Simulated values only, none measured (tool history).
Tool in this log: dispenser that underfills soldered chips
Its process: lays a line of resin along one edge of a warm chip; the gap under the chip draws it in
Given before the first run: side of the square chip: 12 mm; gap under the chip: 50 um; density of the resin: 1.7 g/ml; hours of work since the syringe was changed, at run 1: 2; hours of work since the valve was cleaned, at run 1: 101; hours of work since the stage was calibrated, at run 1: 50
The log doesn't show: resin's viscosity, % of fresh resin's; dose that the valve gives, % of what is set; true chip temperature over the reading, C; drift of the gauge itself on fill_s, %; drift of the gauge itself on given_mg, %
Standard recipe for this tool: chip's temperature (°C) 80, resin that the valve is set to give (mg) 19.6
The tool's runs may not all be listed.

run    day  chip's temperature (°C)  resin that the valve is set to give (mg)  hours of work since the syringe was changed  hours of work since the valve was cleaned  hours of work since the stage was calibrated  time until the resin shows at the far edge (s)  resin that the valve gave (mg)
  1      0                       80                                      19.6                                            2                                        101                                            50                                           266.9                           17.91
     0.258  -- new syringe of resin
  2  0.312                       80                                      19.6                                            1                                        106                                            55                                           253.2                           18.05
     0.617  -- new syringe of resin
  3  0.883                       80                                      19.6                                            5                                        116                                            65                                           303.3                            17.7
     0.971  -- new syringe of resin
     1.333  -- new syringe of resin
  4  1.421                       80                                      19.6                                            2                                        125                                            74                                           262.8                           17.62
     1.671  -- new syringe of resin
  5  1.946                       92                                      19.6                                            5                                        134                                            83                                           205.3                           17.48
     2.004  -- new syringe of resin
     2.046  -- dispensing valve cleaned and set on the balance
  6  2.317                       92                                      19.6                                            5                                          5                                            89                                           198.7                           19.67
     2.417  -- new syringe of resin
  7  2.683                       92                                      19.6                                            5                                         11                                            95                                           193.9                           19.63
     2.775  -- new syringe of resin
     3.108  -- new syringe of resin
  8  3.192                       92                                      19.6                                            1                                         19                                           103                                           176.3                           19.51
     3.462  -- new syringe of resin
  9  3.508                       84                                      19.6                                            1                                         25                                           108                                           217.4                           19.11
     3.804  -- new syringe of resin
 10  4.038                       80                                      17.3                                            4                                         34                                           118                                           296.9                           16.83
     4.138  -- new syringe of resin
     4.475  -- new syringe of resin
 11    4.6                       80                                      17.3                                            2                                         43                                           127                                           274.3                           16.85
     4.808  -- new syringe of resin
 12    5.1                       80                                      17.3                                            5                                         52                                           135                                           309.7                           16.67
     5.158  -- new syringe of resin
       5.5  -- new syringe of resin
 13    5.5                       82                                      22.8                                            0                                         58                                           142                                           219.4                            21.8
 14  5.771                       67                                      19.4                                            5                                         63                                           147                                           473.1                           18.39
     5.838  -- new syringe of resin
 15  6.021                       80                                      23.1                                            3                                         67                                           151                                           275.6                           21.97
     6.204  -- new syringe of resin
 16  6.454                       80                                      23.1                                            4                                         75                                           158                                           291.5                           21.85
     6.567  -- new syringe of resin
 17  6.792                       79                                      17.5                                            4                                         80                                           164                                           306.1                           16.36
     6.908  -- new syringe of resin
     7.246  -- new syringe of resin
 18   7.25                       66                                      18.9                                            0                                         88                                           172                                           409.8                           17.59
     7.625  -- new syringe of resin
 19  7.688                       87                                      21.3                                            1                                         95                                           179                                           199.4                           19.68
     7.967  -- new syringe of resin
 20      8                       87                                      21.3                                            1                                        101                                           184                                           196.4                           19.48
     8.296  -- new syringe of resin
 21  8.317                       87                                      21.3                                            0                                        106                                           190                                           194.3                           19.34

What if the next run were any one of these 3? Each begins from the tool's condition after run 21:
     8.654  -- new syringe of resin
  A  8.662                       85                                      21.3                                            0                                        112                                           195                                               ?                               ?
     8.654  -- new syringe of resin
  B  8.662                       80                                      21.7                                            0                                        112                                           195                                               ?                               ?
     8.654  -- new syringe of resin
  C  8.662                       91                                      23.2                                            0                                        112                                           195                                               ?                               ?

run  time until the resin shows at the far edge (s)  resin that the valve gave (mg)
  A                                           200.6                           19.51
  B                                           241.3                           19.72
  C                                           164.3                           21.08
Had the tool no hidden state, the same runs would have come out as:
run  time until the resin shows at the far edge (s)  resin that the valve gave (mg)
  A                                           207.7                           21.43
  B                                           250.5                           21.66
  C                                           170.4                           23.15
